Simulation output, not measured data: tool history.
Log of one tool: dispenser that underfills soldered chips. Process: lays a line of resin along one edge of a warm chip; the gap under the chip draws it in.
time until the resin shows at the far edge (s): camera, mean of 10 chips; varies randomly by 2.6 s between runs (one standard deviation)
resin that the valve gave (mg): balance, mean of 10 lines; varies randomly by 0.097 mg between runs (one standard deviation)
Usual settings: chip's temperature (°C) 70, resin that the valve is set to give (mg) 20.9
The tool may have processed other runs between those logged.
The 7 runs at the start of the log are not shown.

run,hour,chip's temperature (°C),resin that the valve is set to give (mg),hours of work since the syringe was changed,hours of work since the valve was cleaned,hours of work since the stage was calibrated,time until the resin shows at the far edge (s),resin that the valve gave (mg)
# hour 59.1: new syringe of resin
8,63.5,70,20.9,3,44,247,318.8,20.39
# hour 72.9: new syringe of resin
9,73.2,70,20.9,0,50,253,270.6,20.22
# hour 87.0: new syringe of resin
10,87.2,70,20.9,0,58,261,269.9,20.26
11,94.2,70,20.9,5,63,266,363.4,20.17
# hour 100.4: new syringe of resin
12,100.4,70,20.9,0,66,269,261.9,20.04
# hour 113.8: new syringe of resin
13,113.8,70,20.9,0,75,278,266.3,20.11
14,120.0,70,20.9,4,79,282,351.7,19.90
# hour 127.2: new syringe of resin
15,131.3,70,20.9,3,86,289,325.5,19.90
16,138.8,70,20.9,7,90,293,452.2,19.76
# hour 140.8: new syringe of resin
17,145.0,75,20.9,3,94,297,248.4,19.73
18,153.0,75,20.9,8,99,302,359.6,19.68
# hour 154.2: new syringe of resin
19,160.6,80,20.8,4,104,307,212.8,19.51
# hour 163.5: dispensing valve cleaned and set on the balance
# hour 169.3: new syringe of resin
20,169.6,80,20.8,0,4,312,165.7,20.74
21,177.8,60,22.0,5,9,317,641.2,21.84
# hour 183.2: new syringe of resin
22,184.9,57,22.1,1,13,321,570.4,21.87
23,192.2,66,19.1,6,18,326,495.9,18.83
# hour 197.5: new syringe of resin
24,199.9,82,22.4,2,22,330,161.2,22.14
# hour 211.1: new syringe of resin
25,213.8,82,23.5,2,31,339,162.3,23.07
26,222.2,70,19.4,7,36,344,444.0,19.04
# hour 225.1: new syringe of resin
27,228.5,59,19.7,2,40,348,553.4,19.17
# hour 238.6: new syringe of resin
28,240.8,59,19.7,1,48,356,537.3,19.13
29,246.5,59,19.7,5,51,359,681.0,19.05
# hour 252.9: new syringe of resin
30,255.1,71,20.9,1,57,364,285.4,20.03
31,265.1,73,22.7,8,63,371,394.1,21.88

Expected results for the next run?
# hour 266.6: new syringe of resin
32,272.0,73,22.7,3,67,375,?,?

Run 32 came out at time until the resin shows at the far edge (s) 285.2, resin that the valve gave (mg) 21.67.
The same run, on a tool lacking any hidden state, would have yielded time until the resin shows at the far edge (s) 215.4, resin that the valve gave (mg) 22.62.

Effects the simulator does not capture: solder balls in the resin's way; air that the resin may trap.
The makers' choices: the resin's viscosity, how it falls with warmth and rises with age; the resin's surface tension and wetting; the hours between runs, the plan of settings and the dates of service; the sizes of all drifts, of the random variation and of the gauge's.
